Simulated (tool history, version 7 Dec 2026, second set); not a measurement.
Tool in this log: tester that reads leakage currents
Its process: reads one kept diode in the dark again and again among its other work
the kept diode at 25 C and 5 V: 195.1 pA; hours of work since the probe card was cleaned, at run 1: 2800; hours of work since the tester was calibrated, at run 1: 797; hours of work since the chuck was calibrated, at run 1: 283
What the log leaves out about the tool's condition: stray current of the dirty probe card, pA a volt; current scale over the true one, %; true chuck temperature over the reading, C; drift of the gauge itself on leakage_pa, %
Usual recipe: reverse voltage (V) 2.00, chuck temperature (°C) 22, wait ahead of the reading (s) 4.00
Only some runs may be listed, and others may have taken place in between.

| run | hour | reverse voltage (V) | chuck temperature (°C) | wait ahead of the reading (s) | hours of work since the probe card was cleaned | hours of work since the tester was calibrated | hours of work since the chuck was calibrated | current that the tester gives (pA) |
|---|---|---|---|---|---|---|---|---|
| 1 | 0.0 | 2.00 | 22 | 4.00 | 2800 | 797 | 283 | 114.19 |
| 2 | 141.1 | 2.00 | 22 | 4.00 | 2876 | 872 | 358 | 114.61 |
| 3 | 266.5 | 2.00 | 22 | 0.38 | 2943 | 939 | 425 | 116.50 |
| 4 | 357.7 | 2.00 | 22 | 5.80 | 2991 | 988 | 474 | 115.76 |
| 5 | 463.0 | 2.00 | 38 | 5.80 | 3048 | 1044 | 530 | 362.73 |
| 6 | 569.2 | 2.00 | 22 | 4.00 | 3104 | 1101 | 587 | 115.92 |
| 7 | 696.2 | 2.00 | 22 | 4.00 | 3172 | 1169 | 655 | 116.78 |
| 8 | 786.4 | 2.00 | 42 | 4.00 | 3220 | 1217 | 703 | 480.38 |
| 9 | 929.6 | 2.00 | 42 | 4.00 | 3297 | 1293 | 780 | 479.77 |
| 10 | 1055.7 | 2.00 | 22 | 0.67 | 3364 | 1361 | 847 | 118.45 |
|  | 1066.7 | probe card cleaned and baked |
| 11 | 1185.2 | 2.00 | 22 | 0.67 | 63 | 1428 | 915 | 113.96 |
| 12 | 1318.4 | 1.83 | 57 | 4.29 | 134 | 1500 | 986 | 1219.36 |
|  | 1332.8 | tester calibrated |
| 13 | 1465.7 | 1.83 | 57 | 4.29 | 212 | 71 | 1063 | 1222.78 |
| 14 | 1544.0 | 12.04 | 24 | 3.85 | 254 | 113 | 1105 | 272.73 |
| 15 | 1684.4 | 12.04 | 41 | 2.47 | 329 | 188 | 1180 | 914.02 |
| 16 | 1763.4 | 6.42 | 22 | 4.00 | 371 | 230 | 1222 | 183.55 |
| 17 | 1891.0 | 8.87 | 46 | 0.31 | 439 | 298 | 1291 | 1146.04 |
| 18 | 1998.5 | 8.87 | 46 | 0.31 | 497 | 356 | 1348 | 1146.17 |

Consider 5 possible next runs. They are alternatives, not a sequence: every one starts from the tool as it was left by run 18. What does each give?
| A | 2070.3 | 2.00 | 22 | 0.67 | 535 | 394 | 1386 | ? |
| B | 2070.3 | 8.87 | 46 | 2.92 | 535 | 394 | 1386 | ? |
| C | 2070.3 | 8.87 | 46 | 0.66 | 535 | 394 | 1386 | ? |
| D | 2070.3 | 6.31 | 42 | 7.47 | 535 | 394 | 1386 | ? |
| E | 2070.3 | 13.96 | 46 | 0.31 | 535 | 394 | 1386 | ? |

| run | current that the tester gives (pA) |
|---|---|
| A | 117.44 |
| B | 1143.86 |
| C | 1149.40 |
| D | 764.19 |
| E | 1380.77 |
Take away the tool's hidden state, keep each run's random variation, and the runs would have read:
| run | current that the tester gives (pA) |
|---|---|
| A | 109.54 |
| B | 1078.48 |
| C | 1083.87 |
| D | 719.53 |
| E | 1301.32 |
